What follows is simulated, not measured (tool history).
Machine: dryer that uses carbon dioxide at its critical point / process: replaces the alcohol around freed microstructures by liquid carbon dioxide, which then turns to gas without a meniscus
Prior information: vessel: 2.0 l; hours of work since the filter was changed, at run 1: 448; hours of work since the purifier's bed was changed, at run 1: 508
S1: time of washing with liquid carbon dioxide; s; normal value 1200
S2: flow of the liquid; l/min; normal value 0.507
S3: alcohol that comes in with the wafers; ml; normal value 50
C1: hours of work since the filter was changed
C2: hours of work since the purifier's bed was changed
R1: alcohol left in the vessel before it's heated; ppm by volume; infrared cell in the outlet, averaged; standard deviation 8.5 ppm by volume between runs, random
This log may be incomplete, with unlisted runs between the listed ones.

run	hour	S1	S2	S3	C1	C2	R1
1	0	1200	0.507	50	448	508	911
2	33.6	1200	0.507	50	469	529	922
3	70.7	1200	0.507	50	492	552	998
# hour 98.7: inlet filter changed
4	98.7	1080	0.507	50	0	569	764
5	122.4	1200	0.326	50	15	583	2144
6	144.1	1200	0.326	50	28	597	2151
7	170.9	1200	0.326	50	45	614	2163
8	205.1	1200	0.326	50	66	635	2170
9	249.1	1200	0.326	50	93	662	2271
10	295.9	1200	0.326	50	122	691	2337
11	321.5	1260	0.632	22	138	707	170

Run 12 has not been measured yet. What should we expect?
12	347.8	1860	0.507	35	155	723	?

{"run 12": {"R1": 149}}
Were there no unlogged condition in the tool, this run, its random variation unchanged, would have produced R1 45 ppm by volume.
